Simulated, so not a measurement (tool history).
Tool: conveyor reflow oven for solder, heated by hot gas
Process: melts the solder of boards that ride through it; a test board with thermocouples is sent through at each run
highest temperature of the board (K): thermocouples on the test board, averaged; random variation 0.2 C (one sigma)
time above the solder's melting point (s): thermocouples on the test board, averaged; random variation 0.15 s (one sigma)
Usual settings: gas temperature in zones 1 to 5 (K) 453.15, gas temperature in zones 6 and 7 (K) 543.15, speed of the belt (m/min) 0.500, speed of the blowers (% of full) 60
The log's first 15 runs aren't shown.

run    hour  gas temperature in zones 1 to 5 (K)  gas temperature in zones 6 and 7 (K)  speed of the belt (m/min)  speed of the blowers (% of full)  hours of work since the flux was cleaned out  hours of work since the belt drive was overhauled  hours of work since the thermocouples were changed  highest temperature of the board (K)  time above the solder's melting point (s)
 16   941.8                               453.15                                547.15                      0.459                                60                                           407                                                 25                                                 387                                531.65                                       65.0
 17   987.9                               444.15                                539.15                      0.401                                84                                           427                                                 45                                                 407                                530.55                                       71.6
 18  1034.9                               453.15                                532.15                      0.470                                60                                           447                                                 65                                                 427                                517.95                                       53.3
 19  1076.3                               459.15                                545.15                      0.457                                65                                           465                                                 83                                                 445                                532.15                                       68.2
     1100.0  -- flux residue cleaned out of gas plates and filters
 20  1145.6                               459.15                                545.15                      0.457                                65                                            20                                                111                                                 473                                533.75                                       69.8
 21  1216.8                               459.15                                545.15                      0.457                                65                                            50                                                141                                                 503                                533.95                                       69.5
 22  1288.9                               465.15                                543.15                      0.500                                54                                            81                                                172                                                 534                                528.35                                       61.9
 23  1325.7                               463.15                                543.15                      0.500                                60                                            97                                                188                                                 550                                529.25                                       62.0
 24  1384.4                               453.15                                543.15                      0.500                                53                                           122                                                213                                                 575                                525.15                                       55.4
 25  1452.3                               440.15                                543.15                      0.438                                53                                           151                                                242                                                 604                                527.85                                       60.9
 26  1502.7                               453.15                                543.15                      0.443                                67                                           173                                                264                                                 626                                532.25                                       68.8
 27  1545.5                               453.15                                543.15                      0.443                                87                                           191                                                282                                                 644                                535.35                                       71.2
     1589.1  -- thermocouples of zones 6 and 7 changed
 28  1615.5                               457.15                                543.15                      0.403                                60                                           220                                                312                                                  11                                532.55                                       77.5
 29  1677.6                               457.15                                543.15                      0.403                                60                                           247                                                338                                                  38                                532.45                                       77.9
 30  1748.3                               457.15                                543.15                      0.403                                60                                           277                                                369                                                  68                                532.25                                       77.6
 31  1785.9                               447.15                                543.15                      0.500                                81                                           293                                                385                                                  84                                528.05                                       56.2
 32  1860.2                               465.15                                546.15                      0.440                                60                                           325                                                417                                                 116                                534.25                                       75.3

3 ways to go on from here, each from the tool as it stands after run 32. What would each give?
  A  1891.9                               465.15                                546.15                      0.440                                67                                           339                                                430                                                 130                                     ?                                          ?
  B  1891.9                               453.15                                539.15                      0.561                                64                                           339                                                430                                                 130                                     ?                                          ?
  C  1891.9                               439.15                                550.15                      0.500                                62                                           339                                                430                                                 130                                     ?                                          ?

run  highest temperature of the board (K)  time above the solder's melting point (s)
  A                                535.35                                       76.1
  B                                518.75                                       43.9
  C                                529.05                                       53.2
Without the tool's hidden state the same runs would have given:
run  highest temperature of the board (K)  time above the solder's melting point (s)
  A                                535.75                                       75.9
  B                                519.65                                       44.7
  C                                529.95                                       53.7
